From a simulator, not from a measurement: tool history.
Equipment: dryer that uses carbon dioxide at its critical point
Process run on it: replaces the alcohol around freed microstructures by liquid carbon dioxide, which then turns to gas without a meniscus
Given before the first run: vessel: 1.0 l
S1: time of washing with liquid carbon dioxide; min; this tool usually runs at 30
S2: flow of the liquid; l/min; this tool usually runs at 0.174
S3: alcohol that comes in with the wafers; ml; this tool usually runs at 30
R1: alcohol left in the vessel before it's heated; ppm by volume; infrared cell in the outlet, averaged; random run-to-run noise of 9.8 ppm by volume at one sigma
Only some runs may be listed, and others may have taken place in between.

run,hour,S1,S2,S3,R1
1,0.0,30,0.174,30,679
2,41.1,30,0.174,30,669
3,58.4,30,0.276,30,127
4,100.6,30,0.174,30,709
5,143.4,45,0.174,30,163
6,165.1,45,0.174,30,169
7,184.6,45,0.174,30,165
8,207.0,45,0.174,30,172
9,237.2,45,0.174,30,175
10,276.7,30,0.174,39,989
11,311.6,30,0.174,39,1042
12,341.1,30,0.174,28,769
13,375.0,19,0.281,40,1057
14,393.5,26,0.204,42,1104
15,432.8,26,0.204,42,1112

Forecast each of these 5 alternatives for the next run:
A,457.4,30,0.135,30,?
B,457.4,30,0.174,21,?
C,457.4,43,0.258,21,?
D,457.4,30,0.271,30,?
E,457.4,40,0.177,86,?

run,R1
A,1858
B,645
C,81
D,170
E,729
Had the tool no hidden state, the same runs would have come out as:
run,R1
A,1336
B,396
C,8
D,59
E,400
